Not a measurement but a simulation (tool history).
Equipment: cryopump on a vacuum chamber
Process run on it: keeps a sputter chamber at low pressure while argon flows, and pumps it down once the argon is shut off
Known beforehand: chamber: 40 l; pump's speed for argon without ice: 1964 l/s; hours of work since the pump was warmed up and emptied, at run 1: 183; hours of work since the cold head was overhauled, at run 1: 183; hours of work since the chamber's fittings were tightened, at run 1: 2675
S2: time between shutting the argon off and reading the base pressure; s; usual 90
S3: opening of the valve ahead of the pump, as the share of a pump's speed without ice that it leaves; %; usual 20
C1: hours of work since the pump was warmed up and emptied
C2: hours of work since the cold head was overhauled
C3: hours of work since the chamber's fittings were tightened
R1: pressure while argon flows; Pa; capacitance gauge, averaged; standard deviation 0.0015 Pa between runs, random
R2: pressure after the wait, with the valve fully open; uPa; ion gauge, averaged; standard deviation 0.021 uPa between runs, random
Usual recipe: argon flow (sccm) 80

run 1 hour=0.0 | argon_flow_(sccm)=80 S2=90 S3=20 | C1=183 C2=183 C3=2675 | R1=0.3476 R2=1.61
run 2 hour=14.0 | argon_flow_(sccm)=80 S2=90 S3=19 | C1=189 C2=189 C3=2681 | R1=0.3644 R2=1.64
run 3 hour=24.0 | argon_flow_(sccm)=75 S2=90 S3=20 | C1=193 C2=193 C3=2685 | R1=0.3277 R2=1.64
run 4 hour=44.4 | argon_flow_(sccm)=75 S2=90 S3=20 | C1=201 C2=201 C3=2693 | R1=0.3262 R2=1.66
run 5 hour=54.5 | argon_flow_(sccm)=75 S2=53 S3=20 | C1=205 C2=205 C3=2697 | R1=0.3289 R2=1.78
run 6 hour=72.1 | argon_flow_(sccm)=80 S2=231 S3=20 | C1=212 C2=212 C3=2704 | R1=0.3491 R2=1.53
run 7 hour=91.5 | argon_flow_(sccm)=80 S2=231 S3=20 | C1=220 C2=220 C3=2712 | R1=0.3484 R2=1.60
run 8 hour=111.1 | argon_flow_(sccm)=80 S2=127 S3=20 | C1=228 C2=228 C3=2720 | R1=0.3455 R2=1.60
run 9 hour=125.8 | argon_flow_(sccm)=129 S2=90 S3=52 | C1=234 C2=234 C3=2726 | R1=0.2199 R2=1.69
run 10 hour=140.9 | argon_flow_(sccm)=37 S2=36 S3=16 | C1=240 C2=240 C3=2732 | R1=0.2011 R2=1.92
run 11 hour=157.1 | argon_flow_(sccm)=37 S2=36 S3=17 | C1=247 C2=247 C3=2739 | R1=0.1893 R2=2.04
run 12 hour=176.2 | argon_flow_(sccm)=37 S2=36 S3=17 | C1=254 C2=254 C3=2746 | R1=0.1889 R2=2.00
run 13 hour=197.7 | argon_flow_(sccm)=80 S2=37 S3=17 | C1=263 C2=263 C3=2755 | R1=0.4089 R2=1.96
run 14 hour=208.7 | argon_flow_(sccm)=66 S2=78 S3=53 | C1=268 C2=268 C3=2759 | R1=0.1092 R2=1.68
run 15 hour=229.7 | argon_flow_(sccm)=80 S2=53 S3=45 | C1=276 C2=276 C3=2768 | R1=0.1566 R2=1.88
run 16 hour=247.3 | argon_flow_(sccm)=80 S2=53 S3=45 | C1=283 C2=283 C3=2775 | R1=0.1580 R2=1.83

What if the next run were any one of these 5? Each begins from the tool's condition after run 16:
run A hour=269.0 | argon_flow_(sccm)=73 S2=53 S3=45 | C1=292 C2=292 C3=2784 | R1=? R2=?
run B hour=269.0 | argon_flow_(sccm)=159 S2=20 S3=21 | C1=292 C2=292 C3=2784 | R1=? R2=?
run C hour=269.0 | argon_flow_(sccm)=57 S2=69 S3=20 | C1=292 C2=292 C3=2784 | R1=? R2=?
run D hour=269.0 | argon_flow_(sccm)=94 S2=33 S3=22 | C1=292 C2=292 C3=2784 | R1=? R2=?
run E hour=269.0 | argon_flow_(sccm)=41 S2=95 S3=20 | C1=292 C2=292 C3=2784 | R1=? R2=?

run=A R1=0.1451 R2=1.87
run=B R1=0.6634 R2=2.39
run=C R1=0.2473 R2=1.84
run=D R1=0.3749 R2=2.01
run=E R1=0.1793 R2=1.79
With no hidden state in the tool, these same runs would have given:
run=A R1=0.1409 R2=0.46
run=B R1=0.6541 R2=0.96
run=C R1=0.2440 R2=0.40
run=D R1=0.3694 R2=0.61
run=E R1=0.1769 R2=0.36

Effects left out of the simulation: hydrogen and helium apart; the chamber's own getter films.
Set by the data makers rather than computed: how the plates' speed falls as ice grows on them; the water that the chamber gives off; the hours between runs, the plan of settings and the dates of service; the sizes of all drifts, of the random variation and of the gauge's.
